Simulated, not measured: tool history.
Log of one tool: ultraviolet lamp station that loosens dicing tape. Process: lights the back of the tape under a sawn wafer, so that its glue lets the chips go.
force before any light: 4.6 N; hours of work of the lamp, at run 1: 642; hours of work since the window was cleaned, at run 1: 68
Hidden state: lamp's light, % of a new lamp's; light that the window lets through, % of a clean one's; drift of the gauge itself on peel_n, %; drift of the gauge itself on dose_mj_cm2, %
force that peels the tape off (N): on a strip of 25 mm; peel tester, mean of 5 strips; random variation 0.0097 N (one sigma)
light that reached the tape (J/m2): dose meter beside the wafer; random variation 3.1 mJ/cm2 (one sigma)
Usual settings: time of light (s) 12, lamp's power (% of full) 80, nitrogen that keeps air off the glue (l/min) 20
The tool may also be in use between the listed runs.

run	hour	time of light (s)	lamp's power (% of full)	nitrogen that keeps air off the glue (l/min)	hours of work of the lamp	hours of work since the window was cleaned	force that peels the tape off (N)	light that reached the tape (J/m2)
1	0	12	80	20	642	68	0.587	3700
2	20.4	12	80	20	657	84	0.584	3630
3	32.7	12	80	8	667	93	1.013	3640
4	53.4	12	80	20	682	108	0.597	3610
5	68.7	12	80	14	694	120	0.74	3540
6	89.4	12	80	20	709	136	0.605	3590
7	109.6	12	80	20	725	151	0.629	3500
8	127.3	12	80	20	738	164	0.634	3410
9	144.3	12	80	20	751	177	0.658	3380
10	154.2	12	80	20	758	184	0.635	3360
11	170	12	80	20	770	196	0.649	3380
12	187.7	12	80	20	784	210	0.669	3330
13	203.4	12	80	20	795	222	0.673	3320
14	217	12	80	20	806	232	0.683	3290
15	229.8	12	80	20	815	242	0.683	3220
16	246.7	12	80	20	828	254	0.736	3230
17	262.8	12	80	20	840	266	0.748	3250
18	272.2	12	80	20	847	273	0.734	3190
19	291.1	11	80	20	862	288	0.81	2880
# hour 302: window cleaned of glue's vapour
20	306.8	12	87	20	873	4	0.558	3880
21	326.1	12	87	11	888	18	0.802	3770
22	347.1	12	87	11	903	34	0.824	3790
23	366.2	12	92	20	918	48	0.517	3910
24	376.7	12	77	19	926	56	0.704	3240
25	387.7	15	75	6	934	65	1.08	3910
26	401.6	15	75	6	945	75	1.099	3940
27	420.7	15	75	6	959	90	1.058	3830
28	429.7	20	75	6	966	96	0.735	5150
29	442.7	20	75	6	976	106	0.705	5120
30	462	24	64	20	990	121	0.352	5200
31	480	8	68	33	1004	134	1.243	1810
32	501.5	8	73	39	1020	151	1.047	1940
33	522.5	19	80	18	1036	166	0.391	4890
34	531.5	12	80	18	1043	173	0.805	3150
35	548.8	12	80	14	1056	186	0.902	3080
36	568.6	15	81	7	1070	201	0.99	3860
37	578.6	6	81	22	1078	209	1.672	1560
38	594.7	11	63	10	1090	221	1.674	2150
39	609.1	15	80	20	1101	232	0.576	3760
40	618.6	22	80	9	1108	239	0.537	5410
41	639.8	12	76	35	1124	255	0.673	2780
42	661	12	80	14	1140	271	0.982	2910

Forecast each of these 3 alternatives for the next run:
A	683	12	84	28	1157	287	?	?
B	683	15	73	14	1157	287	?	?
C	683	12	85	20	1157	287	?	?

run	force that peels the tape off (N)	light that reached the tape (J/m2)
A	0.661	2990
B	0.846	3250
C	0.752	3010
Without the tool's hidden state the same runs would have given:
run	force that peels the tape off (N)	light that reached the tape (J/m2)
A	0.342	4840
B	0.421	5290
C	0.377	4880
